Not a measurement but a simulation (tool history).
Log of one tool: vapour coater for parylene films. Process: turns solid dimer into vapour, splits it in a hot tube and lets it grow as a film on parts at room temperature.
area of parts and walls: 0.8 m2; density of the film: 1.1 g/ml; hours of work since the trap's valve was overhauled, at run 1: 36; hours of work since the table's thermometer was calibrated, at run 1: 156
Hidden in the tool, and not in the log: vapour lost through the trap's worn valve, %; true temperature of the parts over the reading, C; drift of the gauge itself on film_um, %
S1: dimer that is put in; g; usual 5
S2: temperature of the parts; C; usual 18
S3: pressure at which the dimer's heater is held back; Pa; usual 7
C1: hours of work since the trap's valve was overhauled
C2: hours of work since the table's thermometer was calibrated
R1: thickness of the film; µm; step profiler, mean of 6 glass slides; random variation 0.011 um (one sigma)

run,hour,S1,S2,S3,C1,C2,R1
1,0,5,18,7,36,156,2.76
2,9,5,18,7,43,162,2.72
3,23.9,3,18,7,53,173,1.64
4,32.2,3,18,2.28,59,179,1.8
5,43.5,5,18,7,67,187,2.73
6,54.3,5,18,7,75,194,2.76
7,62,5,18,7,80,200,2.74
8,77.4,6,18,7,91,211,3.3
9,91.8,2,10,11.28,102,221,1.47
10,107.2,5,12,10.75,113,232,3.37
11,113.7,5,12,10.75,117,237,3.38
12,123.9,5,12,10.75,124,244,3.39
13,131.1,7,18,4.38,130,249,4

The next listed run, before its measurement:
14,142.3,5,23,7,137,257,?

{"run 14": {"R1": 2.2}}
Without the tool's hidden state the same run would have given R1 2.2 µm.
